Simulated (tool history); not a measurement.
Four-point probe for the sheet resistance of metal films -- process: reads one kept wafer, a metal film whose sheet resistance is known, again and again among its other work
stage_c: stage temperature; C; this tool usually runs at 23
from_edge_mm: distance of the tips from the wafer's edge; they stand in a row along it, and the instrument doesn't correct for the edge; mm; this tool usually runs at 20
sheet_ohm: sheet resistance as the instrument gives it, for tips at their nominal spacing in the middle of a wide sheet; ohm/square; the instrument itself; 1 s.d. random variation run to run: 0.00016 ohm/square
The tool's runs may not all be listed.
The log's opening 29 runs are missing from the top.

run	hour	stage_c	from_edge_mm	sheet_ohm
30	1208.2	21	23	0.814926
31	1262.8	21	23	0.814421
32	1295.4	21	23	0.814732
33	1339.9	20	61	0.813375
34	1384.7	22	4	0.854292
35	1439.4	33	10	0.817101
36	1480.9	24	18	0.814163
37	1530.3	23	38	0.812492
38	1582.8	22	19	0.814048

5 options for the next run, each taken on its own from the tool as it stands now. Forecast them:
A	1617.7	30	50	?
B	1617.7	21	26	?
C	1617.7	23	7	?
D	1617.7	22	5	?
E	1617.7	24	20	?

run	sheet_ohm
A	0.810409
B	0.813342
C	0.825818
D	0.839249
E	0.813310
Stripped of hidden state, with their random variation kept, the same runs would have yielded:
run	sheet_ohm
A	0.813116
B	0.816037
C	0.828555
D	0.842024
E	0.816012
